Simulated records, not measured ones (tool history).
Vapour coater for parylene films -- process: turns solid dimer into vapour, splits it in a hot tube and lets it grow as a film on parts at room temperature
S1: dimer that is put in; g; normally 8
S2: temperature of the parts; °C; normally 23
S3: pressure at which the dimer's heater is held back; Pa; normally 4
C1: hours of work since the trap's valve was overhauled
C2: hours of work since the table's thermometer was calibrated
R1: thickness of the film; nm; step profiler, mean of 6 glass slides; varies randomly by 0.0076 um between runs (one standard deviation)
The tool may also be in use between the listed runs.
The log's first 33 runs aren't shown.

| run | day | S1 | S2 | S3 | C1 | C2 | R1 |
|---|---|---|---|---|---|---|---|
| 34 | 69.108 | 4 | 28 | 2.89 | 116 | 1046 | 543 |
| 35 | 71.679 | 7 | 16 | 4.24 | 147 | 1076 | 1305 |
| 36 | 74.062 | 8 | 23 | 2.73 | 175 | 1105 | 1285 |
| 37 | 76.242 | 3 | 27 | 4 | 201 | 1131 | 399 |
| 38 | 78.358 | 3 | 27 | 4 | 226 | 1156 | 407 |
| 39 | 79.488 | 4 | 28 | 4 | 240 | 1169 | 534 |
| 40 | 80.742 | 4 | 28 | 4 | 255 | 1184 | 533 |
| 41 | 82.238 | 3 | 26 | 2.62 | 272 | 1202 | 445 |
| 42 | 83.367 | 3 | 26 | 2.62 | 286 | 1216 | 426 |
| 43 | 85.5 | 5 | 21 | 2.03 | 311 | 1241 | 876 |
| 44 | 87.95 | 5 | 21 | 2.03 | 340 | 1270 | 880 |
| 45 | 89.817 | 4 | 18 | 4.29 | 363 | 1292 | 694 |
| 46 | 91.667 | 6 | 31 | 2.02 | 385 | 1314 | 783 |
|  | 93.312 | trap's valve overhauled |
| 47 | 94.162 | 4 | 16 | 6.58 | 10 | 1342 | 710 |

3 ways to go on from here, each from the tool as it stands after run 47. What would each give?
| A | 95.596 | 9 | 23 | 4 | 27 | 1359 | ? |
| B | 95.596 | 8 | 32 | 2.59 | 27 | 1359 | ? |
| C | 95.596 | 4 | 16 | 2.29 | 27 | 1359 | ? |

| run | R1 |
|---|---|
| A | 1385 |
| B | 980 |
| C | 806 |
Had the tool no hidden state, the same runs would have come out as:
| run | R1 |
|---|---|
| A | 1385 |
| B | 979 |
| C | 806 |
